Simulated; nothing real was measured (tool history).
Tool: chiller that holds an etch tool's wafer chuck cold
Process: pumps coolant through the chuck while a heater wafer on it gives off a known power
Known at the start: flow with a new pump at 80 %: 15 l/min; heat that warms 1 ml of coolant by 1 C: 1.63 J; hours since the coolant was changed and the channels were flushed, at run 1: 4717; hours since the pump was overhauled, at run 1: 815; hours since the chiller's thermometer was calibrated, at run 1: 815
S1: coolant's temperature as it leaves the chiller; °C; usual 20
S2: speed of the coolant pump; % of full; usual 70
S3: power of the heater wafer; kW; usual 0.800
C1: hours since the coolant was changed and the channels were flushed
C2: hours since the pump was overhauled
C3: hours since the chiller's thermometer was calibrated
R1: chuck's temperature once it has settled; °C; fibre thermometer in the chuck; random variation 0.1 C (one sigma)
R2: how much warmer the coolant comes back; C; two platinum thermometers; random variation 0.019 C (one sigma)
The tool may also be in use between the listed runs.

{"run": 1, "day": 0.0, "S1": 20, "S2": 70, "S3": 0.8, "C1": 4717, "C2": 815, "C3": 815, "R1": 27.5, "R2": 2.28}
{"run": 2, "day": 6.283, "S1": 20, "S2": 70, "S3": 0.8, "C1": 4868, "C2": 966, "C3": 966, "R1": 27.5, "R2": 2.26}
{"run": 3, "day": 14.804, "S1": 20, "S2": 70, "S3": 0.8, "C1": 5072, "C2": 1171, "C3": 1171, "R1": 27.6, "R2": 2.28}
{"run": 4, "day": 23.767, "S1": 20, "S2": 70, "S3": 0.8, "C1": 5288, "C2": 1386, "C3": 1386, "R1": 27.5, "R2": 2.26}
{"run": 5, "day": 31.629, "S1": 20, "S2": 70, "S3": 0.8, "C1": 5476, "C2": 1574, "C3": 1574, "R1": 27.8, "R2": 2.27}
{"day": 37.658, "done": "coolant changed, channels flushed"}
{"run": 6, "day": 40.117, "S1": 20, "S2": 70, "S3": 0.8, "C1": 59, "C2": 1772, "C3": 1772, "R1": 27.6, "R2": 2.24}
{"run": 7, "day": 44.796, "S1": 20, "S2": 70, "S3": 0.574, "C1": 171, "C2": 1884, "C3": 1884, "R1": 25.3, "R2": 1.6}
{"run": 8, "day": 49.629, "S1": 20, "S2": 70, "S3": 1.125, "C1": 287, "C2": 2000, "C3": 2000, "R1": 30.8, "R2": 3.17}
{"day": 50.642, "done": "chiller's thermometer calibrated"}
{"run": 9, "day": 57.321, "S1": 20, "S2": 70, "S3": 1.125, "C1": 471, "C2": 2184, "C3": 160, "R1": 30.8, "R2": 3.21}
{"run": 10, "day": 63.175, "S1": 20, "S2": 70, "S3": 1.125, "C1": 611, "C2": 2324, "C3": 301, "R1": 30.8, "R2": 3.16}
{"run": 11, "day": 67.796, "S1": 20, "S2": 70, "S3": 0.46, "C1": 722, "C2": 2435, "C3": 412, "R1": 24.3, "R2": 1.31}
{"run": 12, "day": 77.612, "S1": 20, "S2": 70, "S3": 0.46, "C1": 958, "C2": 2671, "C3": 647, "R1": 24.3, "R2": 1.31}
{"run": 13, "day": 83.512, "S1": 20, "S2": 70, "S3": 0.46, "C1": 1100, "C2": 2813, "C3": 789, "R1": 24.4, "R2": 1.32}
{"run": 14, "day": 91.883, "S1": 20, "S2": 70, "S3": 0.46, "C1": 1300, "C2": 3013, "C3": 990, "R1": 24.3, "R2": 1.32}
{"run": 15, "day": 101.292, "S1": 14, "S2": 70, "S3": 0.8, "C1": 1526, "C2": 3239, "C3": 1216, "R1": 21.5, "R2": 2.28}
{"run": 16, "day": 108.625, "S1": 14, "S2": 61, "S3": 0.8, "C1": 1702, "C2": 3415, "C3": 1392, "R1": 22.4, "R2": 2.62}
{"run": 17, "day": 114.438, "S1": 20, "S2": 72, "S3": 0.89, "C1": 1842, "C2": 3555, "C3": 1531, "R1": 28.1, "R2": 2.46}
{"run": 18, "day": 122.6, "S1": 20, "S2": 85, "S3": 0.541, "C1": 2038, "C2": 3751, "C3": 1727, "R1": 24.2, "R2": 1.26}
{"run": 19, "day": 128.062, "S1": 20, "S2": 70, "S3": 0.501, "C1": 2169, "C2": 3882, "C3": 1858, "R1": 24.7, "R2": 1.37}
{"run": 20, "day": 132.658, "S1": 13, "S2": 93, "S3": 0.923, "C1": 2279, "C2": 3992, "C3": 1968, "R1": 19.9, "R2": 1.9}
{"day": 135.35, "done": "chiller's thermometer calibrated"}
{"run": 21, "day": 139.617, "S1": 29, "S2": 94, "S3": 0.45, "C1": 2445, "C2": 4158, "C3": 102, "R1": 32.2, "R2": 0.92}
{"run": 22, "day": 149.125, "S1": 29, "S2": 94, "S3": 0.45, "C1": 2673, "C2": 4386, "C3": 331, "R1": 32.3, "R2": 0.95}
{"run": 23, "day": 157.383, "S1": 13, "S2": 94, "S3": 0.45, "C1": 2871, "C2": 4584, "C3": 529, "R1": 16.2, "R2": 0.93}
{"run": 24, "day": 167.096, "S1": 25, "S2": 72, "S3": 0.774, "C1": 3105, "C2": 4818, "C3": 762, "R1": 32.3, "R2": 2.16}
{"run": 25, "day": 176.192, "S1": 25, "S2": 72, "S3": 0.774, "C1": 3323, "C2": 5036, "C3": 980, "R1": 32.2, "R2": 2.15}
{"run": 26, "day": 182.454, "S1": 25, "S2": 72, "S3": 0.774, "C1": 3473, "C2": 5186, "C3": 1130, "R1": 32.1, "R2": 2.14}
{"run": 27, "day": 188.629, "S1": 23, "S2": 70, "S3": 1.138, "C1": 3621, "C2": 5334, "C3": 1279, "R1": 33.7, "R2": 3.21}
{"run": 28, "day": 195.475, "S1": 13, "S2": 70, "S3": 0.815, "C1": 3786, "C2": 5499, "C3": 1443, "R1": 20.7, "R2": 2.33}
{"run": 29, "day": 200.204, "S1": 16, "S2": 70, "S3": 0.815, "C1": 3899, "C2": 5612, "C3": 1556, "R1": 23.5, "R2": 2.32}
{"run": 30, "day": 207.229, "S1": 16, "S2": 70, "S3": 0.815, "C1": 4068, "C2": 5781, "C3": 1725, "R1": 23.7, "R2": 2.3}
{"run": 31, "day": 214.954, "S1": 25, "S2": 70, "S3": 0.974, "C1": 4253, "C2": 5966, "C3": 1910, "R1": 34.2, "R2": 2.77}
{"day": 219.696, "done": "chiller's thermometer calibrated"}
{"run": 32, "day": 219.696, "S1": 25, "S2": 70, "S3": 0.974, "C1": 4366, "C2": 6079, "C3": 0, "R1": 34.1, "R2": 2.78}

How the hidden state differs across the entries between the runs, from the last listed run before each to the first after it:
Between runs 5 and 6: coolant changed, channels flushed (day 37.658)
  heat passed by the chuck's channels, % of clean ones': 99.6 -> 100
Between runs 8 and 9: chiller's thermometer calibrated (day 50.642)
  coolant's true temperature over the reading, C: 0.01 -> 0
Between runs 20 and 21: chiller's thermometer calibrated (day 135.350)
  coolant's true temperature over the reading, C: 0.01 -> 0
Between runs 31 and 32: chiller's thermometer calibrated (day 219.696)
  coolant's true temperature over the reading, C: 0.01 -> 0
